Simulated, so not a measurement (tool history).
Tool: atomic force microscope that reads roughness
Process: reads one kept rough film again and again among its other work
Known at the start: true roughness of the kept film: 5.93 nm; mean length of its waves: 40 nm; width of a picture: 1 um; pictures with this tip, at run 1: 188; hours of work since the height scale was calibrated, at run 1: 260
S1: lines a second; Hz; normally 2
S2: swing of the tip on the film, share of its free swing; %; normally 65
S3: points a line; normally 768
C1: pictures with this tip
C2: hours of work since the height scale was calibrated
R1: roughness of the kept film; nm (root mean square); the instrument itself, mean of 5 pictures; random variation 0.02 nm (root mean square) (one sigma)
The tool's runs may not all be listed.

Run 1, hour 0: usual settings; C1 188; C2 260. Result: R1 4.873 nm (root mean square).
At hour 30.3: new tip fitted.
Run 2, hour 61.4: usual settings; C1 29; C2 293. Result: R1 4.86 nm (root mean square).
Run 3, hour 101.9: usual settings; C1 67; C2 314. Result: R1 4.913 nm (root mean square).
Run 4, hour 144.8: usual settings; C1 107; C2 337. Result: R1 4.86 nm (root mean square).
Run 5, hour 206.2: usual settings; C1 164; C2 370. Result: R1 4.846 nm (root mean square).
Run 6, hour 251.8: usual settings; C1 207; C2 394. Result: R1 4.906 nm (root mean square).
At hour 261.6: new tip fitted.
Run 7, hour 281.1: usual settings; C1 18; C2 410. Result: R1 4.907 nm (root mean square).
Run 8, hour 322.9: usual settings; C1 57; C2 432. Result: R1 4.848 nm (root mean square).
Run 9, hour 385.4: usual settings; C1 115; C2 466. Result: R1 4.881 nm (root mean square).
Run 10, hour 436: usual settings; C1 162; C2 493. Result: R1 4.885 nm (root mean square).
Run 11, hour 463.8: usual settings; C1 188; C2 508. Result: R1 4.859 nm (root mean square).
At hour 495.3: new tip fitted.
Run 12, hour 525.7: usual settings; C1 28; C2 540. Result: R1 4.916 nm (root mean square).
Run 13, hour 567: usual settings but S2 76 %; C1 67; C2 562. Result: R1 4.676 nm (root mean square).
Run 14, hour 603.2: usual settings but S3 428; C1 101; C2 582. Result: R1 4.862 nm (root mean square).
Run 15, hour 635.6: usual settings but S3 428; C1 131; C2 599. Result: R1 4.885 nm (root mean square).
Run 16, hour 669.2: usual settings but S3 428; C1 162; C2 617. Result: R1 4.857 nm (root mean square).
At hour 728: new tip fitted.
Run 17, hour 729.5: usual settings but S2 89 %; C1 1; C2 649. Result: R1 4.3 nm (root mean square).
Run 18, hour 786.3: usual settings but S2 89 %; C1 54; C2 679. Result: R1 4.311 nm (root mean square).
Run 19, hour 813.2: usual settings but S2 89 %; C1 79; C2 694. Result: R1 4.283 nm (root mean square).
Run 20, hour 866.3: usual settings but S2 89 %; C1 129; C2 722. Result: R1 4.296 nm (root mean square).
Run 21, hour 929.9: usual settings; C1 188; C2 756. Result: R1 4.882 nm (root mean square).
At hour 959.8: new tip fitted.
Run 22, hour 968.4: usual settings; C1 8; C2 776. Result: R1 4.877 nm (root mean square).
Run 23, hour 998.8: usual settings but S2 58 %; C1 37; C2 793. Result: R1 4.982 nm (root mean square).
Run 24, hour 1045.4: usual settings but S2 58 %; C1 80; C2 818. Result: R1 4.968 nm (root mean square).
Run 25, hour 1073.7: usual settings but S2 58 %; C1 107; C2 833. Result: R1 4.979 nm (root mean square).
Run 26, hour 1126.2: usual settings but S2 58 %; C1 156; C2 861. Result: R1 5.014 nm (root mean square).
Run 27, hour 1181.8: usual settings but S2 58 %; C1 208; C2 891. Result: R1 4.976 nm (root mean square).
At hour 1190.4: new tip fitted.
Run 28, hour 1227.6: usual settings but S1 2.91 Hz, S2 63 %, S3 599; C1 35; C2 915. Result: R1 4.789 nm (root mean square).
Run 29, hour 1272.9: usual settings but S1 3.79 Hz, S2 66 %, S3 264; C1 77; C2 939. Result: R1 4.577 nm (root mean square).
Run 30, hour 1319.9: usual settings but S1 1.7 Hz, S2 66 %, S3 502; C1 121; C2 964. Result: R1 4.902 nm (root mean square).
Run 31, hour 1377: usual settings but S1 1.7 Hz, S2 66 %, S3 502; C1 174; C2 995. Result: R1 4.933 nm (root mean square).
At hour 1423.4: new tip fitted.
Run 32, hour 1429.7: usual settings but S1 1.7 Hz, S2 66 %, S3 502; C1 6; C2 1022. Result: R1 4.883 nm (root mean square).
Run 33, hour 1484.2: usual settings but S1 1.7 Hz, S2 66 %, S3 502; C1 57; C2 1052. Result: R1 4.92 nm (root mean square).
Run 34, hour 1543.9: usual settings but S1 1.7 Hz, S2 66 %, S3 502; C1 112; C2 1084. Result: R1 4.878 nm (root mean square).
Run 35, hour 1607: usual settings but S1 1.7 Hz, S2 72 %, S3 368; C1 171; C2 1117. Result: R1 4.805 nm (root mean square).
At hour 1653.7: new tip fitted.
Run 36, hour 1661.6: usual settings but S1 1.83 Hz, S3 661; C1 8; C2 1146. Result: R1 4.933 nm (root mean square).
Run 37, hour 1715.5: usual settings but S1 1.83 Hz, S2 62 %, S3 661; C1 58; C2 1175. Result: R1 4.973 nm (root mean square).
Run 38, hour 1770.5: usual settings but S1 0.55 Hz, S2 90 %, S3 391; C1 109; C2 1204. Result: R1 4.843 nm (root mean square).
Run 39, hour 1805.1: usual settings but S1 0.55 Hz, S2 90 %, S3 391; C1 142; C2 1223. Result: R1 4.872 nm (root mean square).
Run 40, hour 1840.8: usual settings but S1 1.83 Hz, S2 76 %, S3 449; C1 175; C2 1242. Result: R1 4.702 nm (root mean square).
At hour 1887.1: new tip fitted.
Run 41, hour 1904.3: usual settings but S1 0.54 Hz, S2 76 %, S3 792; C1 17; C2 1276. Result: R1 5.005 nm (root mean square).
Run 42, hour 1964.1: usual settings but S2 80 %, S3 602; C1 72; C2 1308. Result: R1 4.556 nm (root mean square).
At hour 1999.8: height scale calibrated on a step standard.
Run 43, hour 2021.5: usual settings but S2 80 %, S3 602; C1 125; C2 12. Result: R1 4.538 nm (root mean square).
Run 44, hour 2055.9: usual settings but S1 1.61 Hz, S2 80 %, S3 602; C1 157; C2 30. Result: R1 4.677 nm (root mean square).
Run 45, hour 2093.9: usual settings but S1 2.93 Hz, S2 70 %, S3 345; C1 192; C2 50. Result: R1 4.625 nm (root mean square).
At hour 2116.4: new tip fitted.
Run 46, hour 2125.5: usual settings but S1 2.93 Hz, S2 70 %, S3 345; C1 8; C2 67. Result: R1 4.593 nm (root mean square).
Run 47, hour 2154.4: usual settings but S1 2.93 Hz, S2 59 %, S3 1023; C1 35; C2 82. Result: R1 4.901 nm (root mean square).

Consider 4 possible next runs. They are alternatives, not a sequence: every one starts from the tool as it was left by run 47. What does each give?
Run A, hour 2213.3: usual settings but S2 83 %, S3 487; C1 90; C2 114. Result: R1 ?.
Run B, hour 2213.3: usual settings but S2 77 %, S3 514; C1 90; C2 114. Result: R1 ?.
Run C, hour 2213.3: usual settings but S3 545; C1 90; C2 114. Result: R1 ?.
Run D, hour 2213.3: usual settings but S1 2.07 Hz, S2 56 %, S3 811; C1 90; C2 114. Result: R1 ?.

run     R1
  A  4.485
  B  4.631
  C  4.906
  D  5.008
With no hidden state in the tool, these same runs would have given:
run     R1
  A  4.489
  B  4.635
  C   4.91
  D  5.012

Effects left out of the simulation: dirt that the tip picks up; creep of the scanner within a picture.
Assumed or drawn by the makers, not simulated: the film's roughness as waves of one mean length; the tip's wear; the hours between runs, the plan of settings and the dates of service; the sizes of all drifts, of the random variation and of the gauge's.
